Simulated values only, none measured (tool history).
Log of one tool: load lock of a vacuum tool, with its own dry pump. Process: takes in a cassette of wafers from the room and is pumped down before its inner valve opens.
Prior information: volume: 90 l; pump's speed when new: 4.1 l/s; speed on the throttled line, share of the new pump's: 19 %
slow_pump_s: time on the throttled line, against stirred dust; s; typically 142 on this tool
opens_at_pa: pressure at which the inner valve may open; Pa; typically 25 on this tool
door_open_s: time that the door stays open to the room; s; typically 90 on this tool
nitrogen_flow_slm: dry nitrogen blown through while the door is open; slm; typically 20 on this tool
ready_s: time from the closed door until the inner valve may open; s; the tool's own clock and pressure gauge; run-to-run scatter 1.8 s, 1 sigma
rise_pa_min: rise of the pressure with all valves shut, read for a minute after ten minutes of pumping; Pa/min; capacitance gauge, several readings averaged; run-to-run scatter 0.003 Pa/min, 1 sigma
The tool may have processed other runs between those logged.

run,hour,slow_pump_s,opens_at_pa,door_open_s,nitrogen_flow_slm,"incoming humidity of the room's air, %",ready_s,rise_pa_min
1,0,142,25,90,20,49.3,304.6,0.22
2,74.9,183,25,90,20,48.6,341.3,0.222
3,196.6,183,25,90,20,44.6,334.9,0.229
4,318.6,142,29,90,20,43.8,302.1,0.237
5,385.1,142,29,90,20,42.6,302,0.223
6,503.4,142,29,90,20,42,304.4,0.232
7,628.1,142,25,90,44,44.5,305.4,0.228
8,700.1,142,25,90,44,43,309.4,0.234
9,814.8,142,25,90,44,45.1,308.1,0.235
10,924.8,142,25,90,44,42.9,308.8,0.237
11,1025.8,113,25,90,44,45.9,287.9,0.237
12,1139,113,25,90,44,46.1,285,0.248
13,1235.6,113,25,90,44,47.2,285.9,0.253
14,1338.5,123,34,96,44,47.1,287.9,0.254
15,1451.9,142,46,203,23,44.4,297.7,0.275
16,1550.6,142,46,203,23,45.9,297.9,0.281
17,1623.5,79,24,58,23,43.4,261.9,0.271
18,1772,222,25,90,20,46.7,375,0.279
19,1865.1,222,25,90,20,43.4,369.4,0.277
20,1966.5,222,48,90,20,40.7,362,0.288
21,2061.6,243,25,35,15,43.6,386.1,0.294

Selected run-to-run steps in ready_s, each split into two signed amounts: the part the tool would show with no hidden state at all (from settings, incoming material and random variation), and the remainder, which goes to the hidden state together with any gauge scatter not common to the measured and the hidden-state-free results:
Hidden state present: pump's speed, % of a new pump's; leak at the door's seal, Pa l/s; drift of the gauge itself on ready_s, %; drift of the gauge itself on rise_pa_min, %.
Run 1 -> 2: slow_pump_s 142 -> 183. ready_s +36.7 s: hidden state -0.2, all else +36.9.
Run 16 -> 17: slow_pump_s 142 -> 79, opens_at_pa 46 -> 24, door_open_s 203 -> 58. ready_s -36 s: hidden state +2.1, all else -38.1.
Run 17 -> 18: slow_pump_s 79 -> 222, opens_at_pa 24 -> 25, door_open_s 58 -> 90, nitrogen_flow_slm 23 -> 20. ready_s +113.1 s: hidden state -1.9, all else +115.
